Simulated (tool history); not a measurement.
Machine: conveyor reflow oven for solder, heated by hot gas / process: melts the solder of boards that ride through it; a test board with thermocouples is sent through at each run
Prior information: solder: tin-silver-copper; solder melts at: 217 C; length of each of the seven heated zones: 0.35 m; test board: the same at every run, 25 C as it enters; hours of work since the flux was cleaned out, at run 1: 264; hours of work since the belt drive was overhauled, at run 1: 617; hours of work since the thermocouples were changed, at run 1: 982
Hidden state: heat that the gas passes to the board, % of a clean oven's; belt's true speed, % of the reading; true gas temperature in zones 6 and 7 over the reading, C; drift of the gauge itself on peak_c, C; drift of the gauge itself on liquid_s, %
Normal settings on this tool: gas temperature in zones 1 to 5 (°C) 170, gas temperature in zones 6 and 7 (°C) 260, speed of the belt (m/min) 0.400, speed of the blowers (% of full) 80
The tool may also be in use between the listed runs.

run	hour	gas temperature in zones 1 to 5 (°C)	gas temperature in zones 6 and 7 (°C)	speed of the belt (m/min)	speed of the blowers (% of full)	hours of work since the flux was cleaned out	hours of work since the belt drive was overhauled	hours of work since the thermocouples were changed	highest temperature of the board (°C)	time above the solder's melting point (s)
1	0.0	170	260	0.400	80	264	617	982	249.0	78.9
2	28.3	170	260	0.400	80	280	633	998	249.2	78.7
3	64.8	170	260	0.400	80	301	654	1019	248.5	78.1
4	89.2	170	260	0.400	80	315	668	1033	248.7	78.8
5	127.7	170	260	0.400	80	337	690	1056	248.7	78.0
# hour 135.0: belt drive overhauled, speed set with a stopwatch
6	171.1	170	272	0.400	80	360	21	1078	259.9	86.9
# hour 191.1: thermocouples of zones 6 and 7 changed
7	230.4	170	252	0.400	80	393	54	23	244.1	73.0
# hour 239.9: belt drive overhauled, speed set with a stopwatch, once more
8	259.9	170	252	0.400	80	408	12	37	243.4	70.8
# hour 300.9: flux residue cleaned out of gas plates and filters
9	314.6	170	252	0.400	80	8	40	66	244.9	73.4
10	370.4	170	252	0.400	80	40	73	98	244.3	73.4
11	409.6	173	252	0.428	80	63	95	121	243.4	67.3
12	443.5	170	260	0.432	60	82	115	141	245.5	65.4
13	476.0	170	260	0.432	60	101	133	159	245.0	65.4
14	532.4	170	270	0.407	76	134	166	192	259.5	84.0

Estimate the outcome of run 15 from the log above:
15	591.1	170	252	0.407	87	168	200	226	?	?

For run 15 the tool returned highest temperature of the board (°C) 244.0, time above the solder's melting point (s) 72.0.
Take away the tool's hidden state, keep the run-to-run variation as it was, and the same run would have given highest temperature of the board (°C) 244.6, time above the solder's melting point (s) 72.8.
